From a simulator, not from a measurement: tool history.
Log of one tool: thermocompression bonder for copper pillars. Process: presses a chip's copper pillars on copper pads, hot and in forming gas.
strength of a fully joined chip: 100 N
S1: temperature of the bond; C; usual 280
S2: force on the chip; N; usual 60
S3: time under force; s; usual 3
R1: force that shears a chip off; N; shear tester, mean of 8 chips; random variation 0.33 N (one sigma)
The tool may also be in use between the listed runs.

run     day   S1  S2  S3    R1
  1   0.000  280  60   3  57.1
  2   1.233  280  60   3  57.2
      2.242  -- forming gas filter changed
  3   2.558  280  60   2  52.5
  4   3.175  280  60   2  52.9
  5   4.025  280  77   3  72.6
  6   4.725  272  60   3  55.4
  7   5.479  280  60   3  61.0
  8   6.708  280  60   3  60.5
  9   7.358  287  60   3  64.0
 10   8.242  287  60   3  64.0
 11   9.238  287  60   3  63.9
 12  10.242  287  60   3  64.0
 13  11.042  287  60   3  64.9
 14  12.150  280  71   3  68.7
 15  12.779  259  71   3  56.7
 16  14.054  259  71   3  56.3
 17  14.750  280  60   3  59.7
 18  15.954  280  60   3  60.8
 19  17.275  280  60   3  60.4
 20  18.575  291  44   3  50.7
 21  19.367  291  44   3  50.3
 22  20.425  253  37   6  35.8
 23  21.112  253  77   6  70.2
 24  22.175  253  51   2  33.2
 25  22.829  280  74   2  63.6
 26  23.475  280  74   2  63.7
 27  24.271  268  39   8  50.6
 28  24.908  294  65   8  86.4
     26.025  -- force cell calibrated
 29  26.142  280  81   3  72.1
 30  27.621  284  81   3  73.8
 31  28.262  293  43   6  60.0
 32  29.188  280  60   8  74.0
 33  29.933  280  60   8  74.4
     30.092  -- forming gas filter changed
 34  30.571  305  68   6  89.1
 35  31.892  283  68   2  60.3
 36  32.662  283  70   2  61.3
 37  33.425  256  57   2  37.3

Some steps in R1 between neighbouring runs. How much of each would the tool show without its hidden state too (settings, what came in, random variation), and how much is left for the hidden state, with any gauge scatter that isn't in both results?
The hidden state here: true temperature of the bond over the reading, C; force that reaches the chip, % of what is set; oxide that the forming gas leaves, % of the face; drift of the gauge itself on shear_n, %.
Run 2 -> 3: S3 3 -> 2, forming gas filter changed. R1 -4.7 N: hidden state +2.4, all else -7.1.
Run 22 -> 23: S2 37 -> 77. R1 +34.4 N: hidden state +0.4, all else +34.0.
Run 23 -> 24: S2 77 -> 51, S3 6 -> 2. R1 -37.0 N: hidden state -0.5, all else -36.5.
Run 27 -> 28: S1 268 -> 294, S2 39 -> 65. R1 +35.8 N: hidden state -2.6, all else +38.4.
Run 33 -> 34: S1 280 -> 305, S2 60 -> 68, S3 8 -> 6, forming gas filter changed. R1 +14.7 N: hidden state +2.1, all else +12.6.

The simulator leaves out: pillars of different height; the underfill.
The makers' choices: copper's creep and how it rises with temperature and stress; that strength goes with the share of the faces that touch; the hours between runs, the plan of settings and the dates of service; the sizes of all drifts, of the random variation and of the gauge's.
